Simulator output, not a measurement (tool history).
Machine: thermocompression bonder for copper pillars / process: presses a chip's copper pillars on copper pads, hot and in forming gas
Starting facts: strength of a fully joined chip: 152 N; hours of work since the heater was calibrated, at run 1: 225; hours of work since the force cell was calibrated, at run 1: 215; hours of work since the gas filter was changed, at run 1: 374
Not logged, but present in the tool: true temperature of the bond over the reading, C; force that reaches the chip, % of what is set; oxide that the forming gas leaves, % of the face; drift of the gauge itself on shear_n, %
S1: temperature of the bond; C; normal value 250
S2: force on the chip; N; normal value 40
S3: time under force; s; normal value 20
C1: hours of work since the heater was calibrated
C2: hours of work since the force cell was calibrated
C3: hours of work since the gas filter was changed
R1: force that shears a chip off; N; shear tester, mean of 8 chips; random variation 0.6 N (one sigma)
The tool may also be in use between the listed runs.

{"run": 1, "day": 0.0, "S1": 250, "S2": 40, "S3": 20, "C1": 225, "C2": 215, "C3": 374, "R1": 61.5}
{"run": 2, "day": 0.371, "S1": 250, "S2": 40, "S3": 20, "C1": 229, "C2": 219, "C3": 378, "R1": 60.9}
{"run": 3, "day": 0.938, "S1": 250, "S2": 40, "S3": 20, "C1": 236, "C2": 226, "C3": 385, "R1": 61.3}
{"run": 4, "day": 1.308, "S1": 250, "S2": 40, "S3": 30, "C1": 241, "C2": 231, "C3": 390, "R1": 70}
{"run": 5, "day": 1.812, "S1": 250, "S2": 40, "S3": 30, "C1": 247, "C2": 237, "C3": 396, "R1": 70}
{"run": 6, "day": 2.062, "S1": 250, "S2": 40, "S3": 30, "C1": 250, "C2": 240, "C3": 399, "R1": 69.5}
{"run": 7, "day": 2.483, "S1": 250, "S2": 40, "S3": 30, "C1": 256, "C2": 246, "C3": 405, "R1": 68.1}
{"run": 8, "day": 2.733, "S1": 261, "S2": 31, "S3": 11, "C1": 259, "C2": 249, "C3": 408, "R1": 45.5}
{"day": 2.833, "done": "force cell calibrated"}
{"run": 9, "day": 3.258, "S1": 250, "S2": 46, "S3": 24, "C1": 265, "C2": 5, "C3": 414, "R1": 71.8}
{"run": 10, "day": 3.746, "S1": 250, "S2": 38, "S3": 24, "C1": 271, "C2": 11, "C3": 420, "R1": 62.8}
{"run": 11, "day": 4.125, "S1": 250, "S2": 38, "S3": 24, "C1": 275, "C2": 16, "C3": 424, "R1": 61.6}

How would selected steps in R1 from run to run divide? Give the signed amount a tool lacking its hidden state would still show from settings, what came in and random variation, and the signed amount left for the hidden state, including any gauge scatter that is not in both of the compared results.
Run 8 -> 9: S1 261 -> 250, S2 31 -> 46, S3 11 -> 24, force cell calibrated. R1 +26.3 N: hidden state -3.2, all else +29.5.
